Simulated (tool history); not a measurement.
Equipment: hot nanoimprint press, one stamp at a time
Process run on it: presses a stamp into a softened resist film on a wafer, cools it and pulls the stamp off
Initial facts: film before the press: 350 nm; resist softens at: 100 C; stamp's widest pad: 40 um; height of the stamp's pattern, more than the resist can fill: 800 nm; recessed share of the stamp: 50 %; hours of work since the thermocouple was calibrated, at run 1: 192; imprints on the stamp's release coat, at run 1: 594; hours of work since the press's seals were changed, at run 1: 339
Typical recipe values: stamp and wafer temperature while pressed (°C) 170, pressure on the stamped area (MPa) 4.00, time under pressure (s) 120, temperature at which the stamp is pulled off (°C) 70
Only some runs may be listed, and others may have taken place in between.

run     day  stamp and wafer temperature while pressed (°C)  pressure on the stamped area (MPa)  time under pressure (s)  temperature at which the stamp is pulled off (°C)  hours of work since the thermocouple was calibrated  imprints on the stamp's release coat  hours of work since the press's seals were changed  resist left under the stamp's widest pad (angstrom)  greatest force while the stamp is pulled off (N)
  1   0.000                                             170                                4.00                      120                                                 70                                                  192                                   594                                                 339                                                 1343                                               109
  2   0.375                                             170                                4.00                      120                                                 70                                                  197                                   628                                                 345                                                 1321                                               106
  3   0.846                                             170                                4.00                       68                                                 70                                                  205                                   672                                                 352                                                 1684                                               107
  4   1.354                                             170                                4.00                       68                                                 70                                                  212                                   719                                                 360                                                 1656                                               111
  5   1.821                                             170                                4.00                      120                                                 64                                                  219                                   762                                                 367                                                 1329                                               125
  6   2.275                                             170                                4.00                      120                                                 64                                                  226                                   805                                                 373                                                 1345                                               127
  7   2.533                                             170                                3.62                      120                                                 64                                                  230                                   829                                                 377                                                 1401                                               129
  8   2.958                                             164                                4.00                      120                                                 70                                                  237                                   868                                                 384                                                 1841                                               112
  9   3.229                                             164                                4.00                      197                                                 70                                                  241                                   893                                                 388                                                 1541                                               110
 10   3.633                                             164                                4.00                      197                                                 70                                                  247                                   930                                                 394                                                 1542                                               113
 11   4.221                                             164                                4.00                      197                                                 70                                                  256                                   985                                                 403                                                 1533                                               113
 12   4.512                                             170                                4.00                      120                                                 62                                                  260                                  1012                                                 407                                                 1324                                               135
 13   4.821                                             170                                4.00                      120                                                 70                                                  265                                  1040                                                 412                                                 1323                                               110
 14   5.333                                             170                                4.00                      120                                                 70                                                  273                                  1088                                                 420                                                 1338                                               110
 15   5.858                                             170                                4.00                      120                                                 63                                                  281                                  1137                                                 428                                                 1336                                               133
      6.021  -- plate thermocouple calibrated
 16   6.450                                             180                                2.86                       99                                                 66                                                    6                                  1180                                                 435                                                  972                                               123
 17   6.725                                             167                                2.86                       99                                                 66                                                   11                                  1205                                                 439                                                 1904                                               126
 18   7.154                                             176                                2.59                       92                                                 63                                                   17                                  1245                                                 446                                                 1290                                               132
 19   7.567                                             176                                2.59                       92                                                 63                                                   23                                  1283                                                 452                                                 1272                                               130
      8.067  -- plate thermocouple calibrated, once more
 20   8.283                                             165                                4.33                       65                                                 58                                                    3                                  1338                                                 461                                                 2175                                               146
 21   8.746                                             170                                4.00                      120                                                 56                                                   10                                  1381                                                 468                                                 1378                                               152
 22   9.033                                             170                                4.00                      203                                                 70                                                   15                                  1407                                                 472                                                 1112                                               118
 23   9.625                                             170                                4.00                      123                                                 70                                                   24                                  1462                                                 481                                                 1375                                               115
 24   9.938                                             178                                4.00                       94                                                 70                                                   28                                  1491                                                 486                                                 1004                                               116
 25  10.567                                             170                                5.85                      169                                                 68                                                   38                                  1549                                                 495                                                  999                                               122

For run 26, what comes out?
 26  11.196                                             170                                5.85                      169                                                 68                                                   47                                  1608                                                 505                                                    ?                                                 ?

{"run 26": {"resist left under the stamp's widest pad (angstrom)": 995, "greatest force while the stamp is pulled off (N)": 126}}
Had the tool carried no hidden state, the very same run would have given resist left under the stamp's widest pad (angstrom) 973, greatest force while the stamp is pulled off (N) 112.

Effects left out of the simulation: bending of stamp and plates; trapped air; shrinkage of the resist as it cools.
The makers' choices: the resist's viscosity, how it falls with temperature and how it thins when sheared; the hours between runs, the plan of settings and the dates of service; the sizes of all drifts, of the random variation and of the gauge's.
